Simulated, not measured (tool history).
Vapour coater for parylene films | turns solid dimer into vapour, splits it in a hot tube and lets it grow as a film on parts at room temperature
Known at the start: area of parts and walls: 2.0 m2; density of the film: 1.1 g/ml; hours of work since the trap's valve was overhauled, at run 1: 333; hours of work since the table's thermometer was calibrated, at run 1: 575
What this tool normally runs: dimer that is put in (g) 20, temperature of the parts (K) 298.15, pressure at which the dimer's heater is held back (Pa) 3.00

run   hour  dimer that is put in (g)  temperature of the parts (K)  pressure at which the dimer's heater is held back (Pa)  hours of work since the trap's valve was overhauled  hours of work since the table's thermometer was calibrated  thickness of the film (nm)
  1    0.0                        20                        298.15                                                    3.00                                                  333                                                         575                        7050
      16.3  -- trap's valve overhauled
  2   29.7                        20                        298.15                                                    3.00                                                    9                                                         593                        6970
  3   48.0                        20                        298.15                                                    3.00                                                   21                                                         605                        7130
  4   69.1                        20                        298.15                                                    3.00                                                   35                                                         619                        7120
  5   95.9                        20                        298.15                                                    3.00                                                   53                                                         637                        7050
  6  134.9                        20                        298.15                                                    3.00                                                   79                                                         663                        7030
  7  163.4                        20                        298.15                                                    3.00                                                   98                                                         682                        7100
  8  181.1                        20                        298.15                                                    3.00                                                  110                                                         694                        7080
  9  201.7                        20                        298.15                                                    2.12                                                  124                                                         708                        7180
 10  239.6                        20                        298.15                                                    2.12                                                  150                                                         733                        7280
 11  279.9                        11                        298.15                                                    3.00                                                  176                                                         760                        3940
 12  320.5                        11                        298.15                                                    3.00                                                  204                                                         787                        3930
 13  358.1                        11                        298.15                                                    3.00                                                  229                                                         813                        3870
 14  389.7                        20                        298.15                                                    3.00                                                  250                                                         834                        7050
 15  431.6                        20                        298.15                                                    3.00                                                  278                                                         862                        7000
 16  473.1                        20                        298.15                                                    3.00                                                  306                                                         890                        7120
 17  503.3                        32                        298.15                                                    3.00                                                  326                                                         910                       11280
     530.1  -- trap's valve overhauled
 18  530.2                        11                        298.15                                                    3.00                                                    0                                                         925                        3910
 19  569.3                        18                        298.15                                                    3.00                                                   26                                                         951                        6380
 20  607.0                        18                        298.15                                                    3.00                                                   51                                                         977                        6250
 21  642.4                        18                        298.15                                                    3.00                                                   75                                                        1000                        6450
 22  666.3                        18                        298.15                                                    3.00                                                   91                                                        1016                        6240
 23  690.8                        27                        298.15                                                    3.00                                                  108                                                        1033                        9460
 24  730.9                        15                        299.15                                                   10.47                                                  134                                                        1060                        4730
 25  769.2                        16                        298.15                                                    2.24                                                  160                                                        1085                        5660
 26  802.1                        14                        293.15                                                    3.75                                                  182                                                        1107                        5680
 27  831.4                        14                        293.15                                                    3.75                                                  202                                                        1127                        5680
 28  860.3                        11                        293.15                                                   11.59                                                  221                                                        1146                        4130
 29  880.3                         9                        293.15                                                    2.09                                                  235                                                        1160                        3740
 30  903.5                        15                        301.15                                                    2.09                                                  250                                                        1175                        4940
 31  923.0                        15                        301.15                                                    2.09                                                  263                                                        1188                        4900

Expected results for the next run?
     928.8  -- table's thermometer calibrated
 32  943.8                        15                        291.15                                                    2.21                                                  276                                                          10                           ?

thickness of the film (nm): 6620
If the tool had no hidden condition, the same run with the same run-to-run variation would have returned thickness of the film (nm) 6650.

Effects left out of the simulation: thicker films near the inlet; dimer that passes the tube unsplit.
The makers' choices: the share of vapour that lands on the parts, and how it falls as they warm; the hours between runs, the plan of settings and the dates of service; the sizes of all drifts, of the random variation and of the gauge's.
